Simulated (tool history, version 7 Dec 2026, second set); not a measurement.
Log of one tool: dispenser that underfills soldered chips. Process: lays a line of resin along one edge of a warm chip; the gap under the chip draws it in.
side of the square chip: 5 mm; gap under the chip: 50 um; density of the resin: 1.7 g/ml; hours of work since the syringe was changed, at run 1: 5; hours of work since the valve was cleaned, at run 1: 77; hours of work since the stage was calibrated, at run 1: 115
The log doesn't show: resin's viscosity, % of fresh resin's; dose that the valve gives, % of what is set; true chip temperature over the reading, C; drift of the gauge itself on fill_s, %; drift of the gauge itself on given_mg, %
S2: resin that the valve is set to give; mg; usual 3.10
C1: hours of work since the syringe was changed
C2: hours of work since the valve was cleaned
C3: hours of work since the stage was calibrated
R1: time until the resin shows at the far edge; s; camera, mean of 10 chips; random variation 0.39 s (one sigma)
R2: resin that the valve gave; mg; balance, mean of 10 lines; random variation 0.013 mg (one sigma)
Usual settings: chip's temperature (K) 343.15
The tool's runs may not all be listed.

{"run": 1, "hour": 0.0, "chip's temperature (K)": 343.15, "S2": 3.1, "C1": 5, "C2": 77, "C3": 115, "R1": 34.7, "R2": 2.95}
{"run": 2, "hour": 3.8, "chip's temperature (K)": 343.15, "S2": 3.1, "C1": 8, "C2": 80, "C3": 117, "R1": 40.9, "R2": 2.95}
{"hour": 5.0, "done": "new syringe of resin"}
{"run": 3, "hour": 7.9, "chip's temperature (K)": 343.15, "S2": 3.1, "C1": 2, "C2": 83, "C3": 120, "R1": 29.9, "R2": 2.95}
{"run": 4, "hour": 11.8, "chip's temperature (K)": 343.15, "S2": 3.1, "C1": 5, "C2": 85, "C3": 123, "R1": 35.6, "R2": 2.94}
{"run": 5, "hour": 13.9, "chip's temperature (K)": 343.15, "S2": 3.1, "C1": 6, "C2": 87, "C3": 124, "R1": 38.2, "R2": 2.96}
{"hour": 17.2, "done": "dispensing valve cleaned and set on the balance"}
{"hour": 17.9, "done": "new syringe of resin"}
{"run": 6, "hour": 19.6, "chip's temperature (K)": 343.15, "S2": 3.34, "C1": 1, "C2": 1, "C3": 128, "R1": 27.3, "R2": 3.31}
{"run": 7, "hour": 22.7, "chip's temperature (K)": 343.15, "S2": 3.1, "C1": 4, "C2": 4, "C3": 130, "R1": 31.7, "R2": 3.1}
{"run": 8, "hour": 26.3, "chip's temperature (K)": 343.15, "S2": 3.1, "C1": 6, "C2": 6, "C3": 132, "R1": 37.5, "R2": 3.09}
{"run": 9, "hour": 28.9, "chip's temperature (K)": 343.15, "S2": 3.86, "C1": 8, "C2": 8, "C3": 134, "R1": 42.0, "R2": 3.84}
{"hour": 29.7, "done": "new syringe of resin"}
{"run": 10, "hour": 31.7, "chip's temperature (K)": 343.15, "S2": 3.86, "C1": 1, "C2": 10, "C3": 136, "R1": 27.4, "R2": 3.85}
{"run": 11, "hour": 36.0, "chip's temperature (K)": 343.15, "S2": 3.1, "C1": 5, "C2": 13, "C3": 139, "R1": 34.2, "R2": 3.05}
{"run": 12, "hour": 38.6, "chip's temperature (K)": 343.15, "S2": 3.4, "C1": 6, "C2": 15, "C3": 141, "R1": 38.6, "R2": 3.35}
{"hour": 41.5, "done": "new syringe of resin"}
{"run": 13, "hour": 43.0, "chip's temperature (K)": 343.15, "S2": 3.4, "C1": 1, "C2": 18, "C3": 144, "R1": 27.6, "R2": 3.39}
{"run": 14, "hour": 45.3, "chip's temperature (K)": 343.15, "S2": 3.01, "C1": 3, "C2": 20, "C3": 146, "R1": 30.4, "R2": 2.99}
{"run": 15, "hour": 47.5, "chip's temperature (K)": 343.15, "S2": 3.44, "C1": 4, "C2": 21, "C3": 147, "R1": 34.3, "R2": 3.39}
{"run": 16, "hour": 51.8, "chip's temperature (K)": 343.15, "S2": 3.44, "C1": 7, "C2": 24, "C3": 150, "R1": 39.9, "R2": 3.4}
{"hour": 53.3, "done": "new syringe of resin"}
{"run": 17, "hour": 56.3, "chip's temperature (K)": 343.15, "S2": 3.44, "C1": 2, "C2": 27, "C3": 153, "R1": 28.7, "R2": 3.38}
{"run": 18, "hour": 60.5, "chip's temperature (K)": 343.15, "S2": 3.1, "C1": 5, "C2": 30, "C3": 156, "R1": 34.9, "R2": 3.06}
{"hour": 65.3, "done": "new syringe of resin"}
{"run": 19, "hour": 65.3, "chip's temperature (K)": 343.15, "S2": 3.82, "C1": 0, "C2": 34, "C3": 160, "R1": 25.6, "R2": 3.75}
{"run": 20, "hour": 67.4, "chip's temperature (K)": 337.15, "S2": 2.82, "C1": 2, "C2": 35, "C3": 161, "R1": 38.0, "R2": 2.77}
{"run": 21, "hour": 70.0, "chip's temperature (K)": 343.15, "S2": 2.87, "C1": 3, "C2": 37, "C3": 163, "R1": 32.8, "R2": 2.78}
{"run": 22, "hour": 73.1, "chip's temperature (K)": 338.15, "S2": 3.51, "C1": 6, "C2": 39, "C3": 165, "R1": 45.0, "R2": 3.45}
{"run": 23, "hour": 76.1, "chip's temperature (K)": 342.15, "S2": 3.3, "C1": 8, "C2": 41, "C3": 168, "R1": 44.1, "R2": 3.21}
{"hour": 77.2, "done": "new syringe of resin"}
{"run": 24, "hour": 78.7, "chip's temperature (K)": 342.15, "S2": 3.3, "C1": 1, "C2": 43, "C3": 169, "R1": 29.6, "R2": 3.22}
{"run": 25, "hour": 82.6, "chip's temperature (K)": 352.15, "S2": 3.3, "C1": 4, "C2": 46, "C3": 172, "R1": 23.4, "R2": 3.26}
{"run": 26, "hour": 85.3, "chip's temperature (K)": 335.15, "S2": 3.39, "C1": 6, "C2": 48, "C3": 174, "R1": 52.7, "R2": 3.3}
{"run": 27, "hour": 88.2, "chip's temperature (K)": 337.15, "S2": 3.47, "C1": 8, "C2": 50, "C3": 176, "R1": 53.8, "R2": 3.36}
{"hour": 89.1, "done": "new syringe of resin"}
{"run": 28, "hour": 92.5, "chip's temperature (K)": 339.15, "S2": 2.81, "C1": 2, "C2": 53, "C3": 179, "R1": 37.3, "R2": 2.72}
{"run": 29, "hour": 94.4, "chip's temperature (K)": 344.15, "S2": 3.03, "C1": 4, "C2": 54, "C3": 180, "R1": 32.5, "R2": 2.94}
{"run": 30, "hour": 96.7, "chip's temperature (K)": 345.15, "S2": 3.59, "C1": 6, "C2": 56, "C3": 182, "R1": 32.8, "R2": 3.48}
{"run": 31, "hour": 100.4, "chip's temperature (K)": 345.15, "S2": 3.59, "C1": 8, "C2": 58, "C3": 185, "R1": 39.2, "R2": 3.47}
{"hour": 101.0, "done": "new syringe of resin"}
{"run": 32, "hour": 104.7, "chip's temperature (K)": 345.15, "S2": 3.59, "C1": 3, "C2": 61, "C3": 188, "R1": 27.7, "R2": 3.48}
{"run": 33, "hour": 107.8, "chip's temperature (K)": 350.15, "S2": 3.69, "C1": 5, "C2": 64, "C3": 190, "R1": 25.4, "R2": 3.56}
{"run": 34, "hour": 112.4, "chip's temperature (K)": 350.15, "S2": 3.69, "C1": 8, "C2": 67, "C3": 193, "R1": 31.8, "R2": 3.56}
{"hour": 113.0, "done": "new syringe of resin"}
{"run": 35, "hour": 114.6, "chip's temperature (K)": 357.15, "S2": 2.79, "C1": 1, "C2": 68, "C3": 195, "R1": 17.4, "R2": 2.66}
{"run": 36, "hour": 116.9, "chip's temperature (K)": 357.15, "S2": 2.79, "C1": 3, "C2": 70, "C3": 196, "R1": 18.5, "R2": 2.68}
{"run": 37, "hour": 119.6, "chip's temperature (K)": 355.15, "S2": 2.6, "C1": 5, "C2": 72, "C3": 198, "R1": 23.0, "R2": 2.49}

Some steps in R1 between neighbouring runs. How much of each would the tool show without its hidden state too (settings, what came in, random variation), and how much is left for the hidden state, with any gauge scatter that isn't in both results?
Run 9 -> 10: new syringe of resin. R1 -14.6 s: hidden state -13.9, all else -0.7.
Run 23 -> 24: new syringe of resin. R1 -14.5 s: hidden state -15.2, all else +0.7.
Run 25 -> 26: chip's temperature (K) 352.15 -> 335.15, S2 3.30 -> 3.39. R1 +29.3 s: hidden state +12.5, all else +16.8.
Run 27 -> 28: chip's temperature (K) 337.15 -> 339.15, S2 3.47 -> 2.81, new syringe of resin. R1 -16.5 s: hidden state -15.7, all else -0.8.

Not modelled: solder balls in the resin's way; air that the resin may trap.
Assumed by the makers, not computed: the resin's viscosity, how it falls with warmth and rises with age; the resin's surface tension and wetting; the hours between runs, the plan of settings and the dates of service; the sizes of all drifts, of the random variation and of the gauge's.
